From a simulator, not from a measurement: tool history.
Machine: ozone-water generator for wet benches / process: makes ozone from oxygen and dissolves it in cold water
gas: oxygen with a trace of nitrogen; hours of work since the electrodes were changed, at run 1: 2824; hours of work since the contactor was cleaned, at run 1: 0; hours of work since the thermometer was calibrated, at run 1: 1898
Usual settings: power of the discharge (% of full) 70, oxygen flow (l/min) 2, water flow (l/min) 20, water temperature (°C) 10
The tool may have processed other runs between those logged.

run,hour,power of the discharge (% of full),oxygen flow (l/min),water flow (l/min),water temperature (°C),hours of work since the electrodes were changed,hours of work since the contactor was cleaned,hours of work since the thermometer was calibrated,dissolved ozone (ppm),ozone in the gas ahead of the water (g/m3)
1,0,70,2,20,10,2824,0,1898,11.1,202.7
2,102.2,70,2,20,12,2893,69,1967,10.8,203.4
3,271.3,70,2,20,12,3006,182,2080,10.9,201.2
4,368.6,70,2,17,10,3072,248,2146,12.9,197.8
5,480.8,70,2,20,10,3147,323,2221,10.7,197
6,639.9,45,2,20,10,3254,430,2328,8.7,161.7
7,711.3,45,2,20,10,3302,478,2376,8.6,160.7
8,813.7,70,2,20,10,3371,546,2444,10.6,196
9,979.3,65,2,20,10,3482,658,2556,9.9,188.4
10,1053.9,65,2,20,10,3532,708,2606,10.1,185.7
11,1145.1,65,2,20,10,3593,769,2667,9.6,188
12,1280,70,2.58,20,10,3684,860,2758,10.3,158.9
13,1424.6,73,2,20,10,3781,957,2855,10,192.5
# hour 1548.3: water thermometer calibrated
14,1589.8,73,2,20,10,3891,1067,28,10.2,191.1
15,1740.6,73,2,20,10,3993,1169,129,9.8,189
16,1810.1,77,2,20,10,4039,1215,176,10.2,194.6
17,1957.3,70,2,20,10,4138,1314,275,9.9,182.8
18,2106.9,70,1.94,30,12,4239,1415,375,6.2,185
19,2220.6,70,1.94,30,12,4315,1491,451,6,185.5
20,2350.7,70,1.94,30,12,4402,1578,539,6.1,183.4
21,2472.5,55,2,20,10,4484,1660,621,8.5,162.2
22,2593,58,2,20,11,4565,1741,702,8.7,164.3
23,2695.1,81,2,20,10,4634,1810,770,9.8,188.2
24,2829.6,44,2.91,31,18,4724,1900,861,4.8,111.3
25,2916.3,95,2.91,31,5,4782,1958,919,6.9,149.2
26,3004.9,49,1.07,20,8,4842,2018,978,7,234.6
27,3146.4,49,1.07,20,8,4937,2113,1073,7,232.1
# hour 3295.7: electrodes of the discharge changed
28,3316.3,58,2,20,10,14,2223,1183,11.4,217.2
29,3474.8,58,2,20,10,120,2329,1290,11.4,216.1
30,3568.8,60,2,20,6,183,2392,1353,11.6,218.1
31,3712.2,70,1.91,20,10,280,2489,1449,12.4,245.6
32,3812.5,70,1.91,20,10,347,2556,1517,12.3,243.8
33,3907,70,1.34,31,10,410,2620,1580,7.1,311.1

Each row is a separate what-if for the run after 33, all from the same tool condition, not one after another. Results?
A,4045,70,2,20,13,503,2712,1673,?,?
B,4045,51,1.06,20,16,503,2712,1673,?,?
C,4045,70,2,29,7,503,2712,1673,?,?
D,4045,70,2,20,13,503,2712,1673,?,?

run,dissolved ozone (ppm),ozone in the gas ahead of the water (g/m3)
A,11.8,237.2
B,8.9,307.3
C,8.2,235.2
D,11.8,234
With no hidden state in the tool, these same runs would have given:
run,dissolved ozone (ppm),ozone in the gas ahead of the water (g/m3)
A,12.9,245.8
B,9.6,316.6
C,9,243.8
D,12.9,242.6
